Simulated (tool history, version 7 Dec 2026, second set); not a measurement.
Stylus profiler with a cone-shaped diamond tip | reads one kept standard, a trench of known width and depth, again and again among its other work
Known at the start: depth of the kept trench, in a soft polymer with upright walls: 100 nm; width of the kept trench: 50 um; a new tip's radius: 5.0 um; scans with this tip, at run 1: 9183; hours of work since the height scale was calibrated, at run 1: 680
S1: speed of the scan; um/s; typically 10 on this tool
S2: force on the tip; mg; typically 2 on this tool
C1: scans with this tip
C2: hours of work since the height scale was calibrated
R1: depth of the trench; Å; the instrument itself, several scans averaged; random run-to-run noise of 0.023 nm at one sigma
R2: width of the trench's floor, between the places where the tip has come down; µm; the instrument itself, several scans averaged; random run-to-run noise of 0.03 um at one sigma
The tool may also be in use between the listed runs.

run     day  S1    S2     C1    C2      R1     R2
  1       0  10     2   9183   680  1012.2  47.94
  2   3.054  10     2   9928   735  1012.3  47.86
  3   6.288  10     2  10715   794  1012.3  47.92
  4   8.708  10     2  11306   837    1012   47.9
  5  12.558  10  1.33  12243   907  1009.3  47.88
  6  15.817  10     2  13038   966  1012.3  47.91
  7  19.388  10     2  13908  1030  1012.1  47.95
  8   24.35  19     2  15117  1120  1012.3  47.85
  9  29.354   3  5.16  16337  1210  1022.8  47.99
     31.188  -- new tip fitted, height scale calibrated
 10  32.846   4     2    404    30    1012  48.03
 11  36.229   4     2   1229    91  1012.1  47.98
 12  39.988   6  0.83   2145   159  1006.7  47.95
 13  43.454  10  3.23   2990   221  1016.7     48
 14  46.775  10  3.23   3799   281  1017.3   47.9
 15  50.725  20  1.38   4761   353  1009.6  47.86
 16  54.254  17   5.1   5622   416  1023.4  47.91

Hidden state or all else? Some run-to-run changes of R2, split into what the settings, what came in and random variation would give without the hidden state, and what is left for the hidden state (with any gauge scatter that isn't in both results):
The hidden state here: radius of the tip, um; height scale over the true one, %; drift of the gauge itself on depth_nm, %; drift of the gauge itself on floor_um, %.
Run 8 -> 9: S1 19 -> 3, S2 2 -> 5.16. R2 +0.14 µm: hidden state +0.01, all else +0.13.
Run 9 -> 10: S1 3 -> 4, S2 5.16 -> 2, new tip fitted, height scale calibrated. R2 +0.04 µm: hidden state +0.03, all else +0.01.

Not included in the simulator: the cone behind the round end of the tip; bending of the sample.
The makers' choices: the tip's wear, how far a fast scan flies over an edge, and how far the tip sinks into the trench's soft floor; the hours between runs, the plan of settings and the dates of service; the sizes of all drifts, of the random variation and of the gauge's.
